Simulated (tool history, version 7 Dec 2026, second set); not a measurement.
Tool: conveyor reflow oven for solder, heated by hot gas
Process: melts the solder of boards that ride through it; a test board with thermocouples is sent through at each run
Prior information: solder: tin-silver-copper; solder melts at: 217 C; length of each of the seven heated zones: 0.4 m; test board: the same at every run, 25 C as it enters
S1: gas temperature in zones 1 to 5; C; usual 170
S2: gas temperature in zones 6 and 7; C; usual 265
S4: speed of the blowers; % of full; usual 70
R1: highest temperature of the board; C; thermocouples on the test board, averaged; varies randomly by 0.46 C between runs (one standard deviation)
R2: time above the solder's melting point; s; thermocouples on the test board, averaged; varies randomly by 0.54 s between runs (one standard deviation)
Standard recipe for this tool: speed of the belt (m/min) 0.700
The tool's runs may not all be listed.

Run 1, day 0.000: usual settings. Result: R1 239.4 C, R2 37.3 s.
Run 2, day 1.283: usual settings. Result: R1 239.7 C, R2 37.4 s.
Run 3, day 3.154: usual settings. Result: R1 239.7 C, R2 37.4 s.
Run 4, day 4.971: usual settings but speed of the belt (m/min) 0.590. Result: R1 245.1 C, R2 53.1 s.
Run 5, day 6.279: usual settings but speed of the belt (m/min) 0.590. Result: R1 245.6 C, R2 52.7 s.
At day 6.892: belt drive overhauled, speed set with a stopwatch.
Run 6, day 7.371: usual settings but speed of the belt (m/min) 0.590. Result: R1 244.5 C, R2 53.4 s.
Run 7, day 8.458: usual settings but S4 65 % of full. Result: R1 238.0 C, R2 35.2 s.
Run 8, day 9.333: usual settings but S4 66 % of full. Result: R1 237.6 C, R2 35.1 s.
Run 9, day 11.033: usual settings but S1 172 C. Result: R1 238.7 C, R2 37.4 s.
Run 10, day 12.267: usual settings but S1 172 C. Result: R1 238.2 C, R2 36.6 s.
Run 11, day 13.471: usual settings but S1 172 C. Result: R1 238.5 C, R2 36.9 s.
Run 12, day 14.862: usual settings but S1 172 C. Result: R1 238.4 C, R2 36.2 s.
At day 15.321: flux residue cleaned out of gas plates and filters.
Run 13, day 16.146: usual settings but S1 172 C. Result: R1 240.3 C, R2 39.8 s.
At day 17.008: belt drive overhauled, speed set with a stopwatch, once more.
Run 14, day 18.125: usual settings but S1 172 C. Result: R1 239.8 C, R2 38.6 s.
Run 15, day 19.588: usual settings. Result: R1 239.2 C, R2 36.8 s.

The next listed run, before its measurement:
Run 16, day 20.912: usual settings but S1 168 C, S2 254 C, speed of the belt (m/min) 0.676, S4 71 % of full. Result: R1 ?, R2 ?.

Run 16 came out at R1 231.6 C, R2 29.8 s.
The same run, on a tool lacking any hidden state, would have yielded R1 233.6 C, R2 32.8 s.
